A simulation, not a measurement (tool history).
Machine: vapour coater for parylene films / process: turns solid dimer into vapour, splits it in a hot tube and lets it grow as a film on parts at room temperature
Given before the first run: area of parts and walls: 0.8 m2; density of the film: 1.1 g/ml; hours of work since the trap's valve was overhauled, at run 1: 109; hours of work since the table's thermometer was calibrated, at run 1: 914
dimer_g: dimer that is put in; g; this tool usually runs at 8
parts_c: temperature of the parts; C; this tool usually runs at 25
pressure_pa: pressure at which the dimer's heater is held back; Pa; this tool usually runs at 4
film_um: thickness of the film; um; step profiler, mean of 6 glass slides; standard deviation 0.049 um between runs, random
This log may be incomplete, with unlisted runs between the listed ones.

run	hour	dimer_g	parts_c	pressure_pa	hours of work since the trap's valve was overhauled	hours of work since the table's thermometer was calibrated	film_um
1	0	8	25	4	109	914	5.37
2	28.8	8	25	4	132	937	5.23
3	70.8	8	25	4	166	971	5.27
4	104.6	8	25	4	193	998	5.26
# hour 131.8: trap's valve overhauled
5	151	8	25	4	16	1032	5.48
6	178.2	8	25	4	38	1054	5.46
7	198.8	8	22	4	54	1071	5.99
8	220.6	8	22	4	72	1088	5.88
9	265.9	8	22	4	108	1125	5.89
10	309.4	8	22	4	143	1160	5.75
11	353.1	8	22	4	179	1196	5.69
# hour 399.2: trap's valve overhauled
12	405.4	8	22	4	5	1235	6.04
13	425.9	8	22	4	22	1251	6.08
14	459.7	8	22	4	49	1278	6.07
# hour 462.7: table's thermometer calibrated
15	507.6	8	22	4	87	36	5.83
# hour 538: table's thermometer calibrated, once more
16	550.3	8	25	4	120	10	5.59
17	595.1	8	25	4	157	46	5.44
18	640.3	8	25	4	193	83	5.37
# hour 667.7: trap's valve overhauled
19	673.7	8	25	4	5	106	5.62
20	713.7	5	25	4	37	139	3.52
21	756.3	5	35	7.79	72	173	2.31
22	799.4	5	21	10.61	106	208	3.28
23	844.7	9	25	2.53	143	245	6.6
24	885.6	3	26	2.46	176	278	2.12
# hour 935.2: trap's valve overhauled
25	937.4	3	26	2.46	2	316	2.16
26	982.5	3	23	8.75	38	353	1.88
27	1002.6	3	23	8.75	54	369	1.9
28	1027.1	3	23	8.75	74	389	1.89
29	1054	8	26	4	96	410	5.32
30	1096.3	8	26	4	130	444	5.31
31	1143.2	8	26	4	168	482	5.12
32	1164.6	3	25	8.39	185	500	1.73
33	1184.4	3	25	8.39	201	516	1.73
# hour 1203.6: trap's valve overhauled
34	1223.3	11	33	6.33	16	544	5.62
35	1267.7	5	21	3.28	52	580	3.97
36	1305.9	7	25	2.34	83	611	5.18
37	1350.8	7	25	2.34	119	647	5.18
38	1383.3	5	25	2.34	145	673	3.62
39	1406.5	12	23	10.49	164	692	7.08

5 ways to go on from here, each from the tool as it stands after run 39. What would each give?
A	1442.1	12	23	2.2	193	721	?
B	1442.1	6	18	4.63	193	721	?
C	1442.1	11	23	10.49	193	721	?
D	1442.1	8	27	11.82	193	721	?
E	1442.1	4	25	4	193	721	?

run	film_um
A	9.12
B	4.68
C	6.51
D	4.15
E	2.6
With the hidden condition removed and each run's random variation left untouched, the same runs would have given:
run	film_um
A	9.8
B	5.03
C	7
D	4.46
E	2.8
